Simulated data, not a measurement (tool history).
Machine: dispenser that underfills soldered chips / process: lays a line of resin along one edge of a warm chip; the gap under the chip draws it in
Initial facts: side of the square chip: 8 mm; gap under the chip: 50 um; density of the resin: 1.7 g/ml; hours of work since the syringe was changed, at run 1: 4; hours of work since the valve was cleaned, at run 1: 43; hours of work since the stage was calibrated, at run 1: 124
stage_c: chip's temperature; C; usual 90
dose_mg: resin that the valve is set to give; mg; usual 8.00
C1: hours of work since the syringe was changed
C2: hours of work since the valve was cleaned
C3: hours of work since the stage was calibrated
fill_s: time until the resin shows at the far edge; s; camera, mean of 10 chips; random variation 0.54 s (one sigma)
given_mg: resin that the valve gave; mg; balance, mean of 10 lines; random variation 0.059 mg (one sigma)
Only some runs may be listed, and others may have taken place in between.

Run 1, hour 0.0: usual settings; C1 4; C2 43; C3 124. Result: fill_s 52.4 s, given_mg 7.83 mg.
At hour 4.4: new syringe of resin.
Run 2, hour 9.7: usual settings; C1 4; C2 50; C3 131. Result: fill_s 53.6 s, given_mg 7.78 mg.
At hour 12.9: new syringe of resin.
Run 3, hour 19.6: usual settings; C1 5; C2 58; C3 139. Result: fill_s 56.2 s, given_mg 7.83 mg.
At hour 21.4: new syringe of resin.
Run 4, hour 26.6: usual settings; C1 4; C2 63; C3 144. Result: fill_s 52.8 s, given_mg 7.77 mg.
At hour 30.4: new syringe of resin.
Run 5, hour 33.1: usual settings; C1 2; C2 68; C3 149. Result: fill_s 48.4 s, given_mg 7.72 mg.
Run 6, hour 38.5: usual settings but dose_mg 7.83 mg; C1 6; C2 73; C3 153. Result: fill_s 57.2 s, given_mg 7.51 mg.
At hour 39.4: new syringe of resin.
At hour 48.2: new syringe of resin.
Run 7, hour 48.2: usual settings but stage_c 89 C; C1 0; C2 80; C3 161. Result: fill_s 45.7 s, given_mg 7.78 mg.
At hour 56.9: new syringe of resin.
Run 8, hour 57.6: usual settings but stage_c 89 C; C1 1; C2 87; C3 168. Result: fill_s 46.0 s, given_mg 7.56 mg.
At hour 65.8: new syringe of resin.
Run 9, hour 66.9: usual settings but stage_c 89 C; C1 1; C2 95; C3 175. Result: fill_s 46.5 s, given_mg 7.59 mg.
At hour 74.7: new syringe of resin.
Run 10, hour 75.1: usual settings but stage_c 89 C; C1 0; C2 101; C3 181. Result: fill_s 46.5 s, given_mg 7.65 mg.
Run 11, hour 81.0: usual settings but stage_c 89 C; C1 5; C2 106; C3 186. Result: fill_s 57.6 s, given_mg 7.58 mg.
At hour 83.3: new syringe of resin.
Run 12, hour 89.5: usual settings but stage_c 89 C; C1 5; C2 112; C3 193. Result: fill_s 55.8 s, given_mg 7.46 mg.
At hour 91.9: new syringe of resin.
Run 13, hour 95.0: usual settings but stage_c 89 C; C1 2; C2 116; C3 197. Result: fill_s 50.8 s, given_mg 7.47 mg.
Run 14, hour 100.0: usual settings but stage_c 89 C; C1 6; C2 120; C3 201. Result: fill_s 61.1 s, given_mg 7.45 mg.
At hour 101.0: new syringe of resin.
Run 15, hour 105.7: usual settings but stage_c 89 C, dose_mg 9.83 mg; C1 4; C2 125; C3 205. Result: fill_s 53.8 s, given_mg 9.07 mg.
At hour 109.7: new syringe of resin.
Run 16, hour 112.1: usual settings but stage_c 89 C, dose_mg 9.83 mg; C1 2; C2 129; C3 210. Result: fill_s 48.4 s, given_mg 9.14 mg.
Run 17, hour 117.2: usual settings but stage_c 89 C, dose_mg 9.83 mg; C1 6; C2 134; C3 214. Result: fill_s 58.7 s, given_mg 8.99 mg.
At hour 118.3: new syringe of resin.
Run 18, hour 122.1: usual settings but stage_c 96 C, dose_mg 10.25 mg; C1 3; C2 137; C3 218. Result: fill_s 38.9 s, given_mg 9.43 mg.
At hour 123.9: dispensing valve cleaned and set on the balance.
At hour 127.9: new syringe of resin.
Run 19, hour 128.1: usual settings but stage_c 98 C, dose_mg 9.84 mg; C1 0; C2 3; C3 222. Result: fill_s 33.5 s, given_mg 9.93 mg.
Run 20, hour 132.2: usual settings but stage_c 84 C, dose_mg 8.86 mg; C1 3; C2 6; C3 225. Result: fill_s 61.8 s, given_mg 8.99 mg.
At hour 137.0: new syringe of resin.
Run 21, hour 137.3: usual settings but stage_c 83 C, dose_mg 8.62 mg; C1 0; C2 10; C3 229. Result: fill_s 53.2 s, given_mg 8.52 mg.
At hour 145.5: new syringe of resin.
Run 22, hour 145.5: usual settings but stage_c 78 C, dose_mg 9.44 mg; C1 0; C2 17; C3 235. Result: fill_s 62.7 s, given_mg 9.27 mg.
Run 23, hour 152.3: usual settings but stage_c 78 C, dose_mg 7.88 mg; C1 5; C2 22; C3 240. Result: fill_s 79.6 s, given_mg 7.81 mg.
At hour 154.1: new syringe of resin.
Run 24, hour 159.5: usual settings but stage_c 78 C, dose_mg 7.88 mg; C1 4; C2 28; C3 246. Result: fill_s 77.1 s, given_mg 7.79 mg.
At hour 162.9: new syringe of resin.
Run 25, hour 163.8: usual settings but stage_c 80 C, dose_mg 7.88 mg; C1 1; C2 31; C3 249. Result: fill_s 63.0 s, given_mg 7.76 mg.
Run 26, hour 171.0: usual settings but stage_c 76 C, dose_mg 9.64 mg; C1 6; C2 37; C3 255. Result: fill_s 90.4 s, given_mg 9.50 mg.
At hour 172.2: new syringe of resin.
Run 27, hour 176.5: usual settings but stage_c 76 C, dose_mg 7.89 mg; C1 3; C2 41; C3 259. Result: fill_s 81.9 s, given_mg 7.64 mg.
At hour 180.7: new syringe of resin.
Run 28, hour 181.6: usual settings but dose_mg 9.78 mg; C1 1; C2 44; C3 263. Result: fill_s 44.0 s, given_mg 9.47 mg.
Run 29, hour 188.0: usual settings but stage_c 88 C, dose_mg 9.72 mg; C1 6; C2 50; C3 268. Result: fill_s 57.4 s, given_mg 9.58 mg.
At hour 189.6: new syringe of resin.
Run 30, hour 196.3: usual settings but stage_c 88 C, dose_mg 9.72 mg; C1 5; C2 56; C3 274. Result: fill_s 59.7 s, given_mg 9.47 mg.
At hour 198.1: new syringe of resin.
Run 31, hour 203.6: usual settings but stage_c 88 C, dose_mg 9.72 mg; C1 4; C2 62; C3 280. Result: fill_s 53.2 s, given_mg 9.37 mg.
At hour 206.6: new syringe of resin.
Run 32, hour 209.4: usual settings but stage_c 86 C, dose_mg 7.30 mg; C1 2; C2 66; C3 284. Result: fill_s 54.4 s, given_mg 7.03 mg.
At hour 215.5: new syringe of resin.
Run 33, hour 219.0: usual settings but stage_c 86 C, dose_mg 7.30 mg; C1 3; C2 73; C3 292. Result: fill_s 56.4 s, given_mg 7.03 mg.

Below are 4 alternative next runs, each starting from the tool's condition after run 33. Predict each:
At hour 224.2: new syringe of resin.
Run A, hour 226.0: usual settings but stage_c 86 C, dose_mg 7.30 mg; C1 1; C2 79; C3 297. Result: fill_s ?, given_mg ?.
At hour 224.2: new syringe of resin.
Run B, hour 226.0: usual settings but dose_mg 7.14 mg; C1 1; C2 79; C3 297. Result: fill_s ?, given_mg ?.
At hour 224.2: new syringe of resin.
Run C, hour 226.0: usual settings but dose_mg 9.29 mg; C1 1; C2 79; C3 297. Result: fill_s ?, given_mg ?.
At hour 224.2: new syringe of resin.
Run D, hour 226.0: usual settings but dose_mg 9.88 mg; C1 1; C2 79; C3 297. Result: fill_s ?, given_mg ?.

run  fill_s  given_mg
  A    52.3      7.03
  B    46.3      6.82
  C    43.9      8.88
  D    42.9      9.35
With the hidden condition removed and each run's random variation left untouched, the same runs would have given:
run  fill_s  given_mg
  A    51.8      7.32
  B    45.7      7.11
  C    43.8      9.25
  D    42.8      9.74
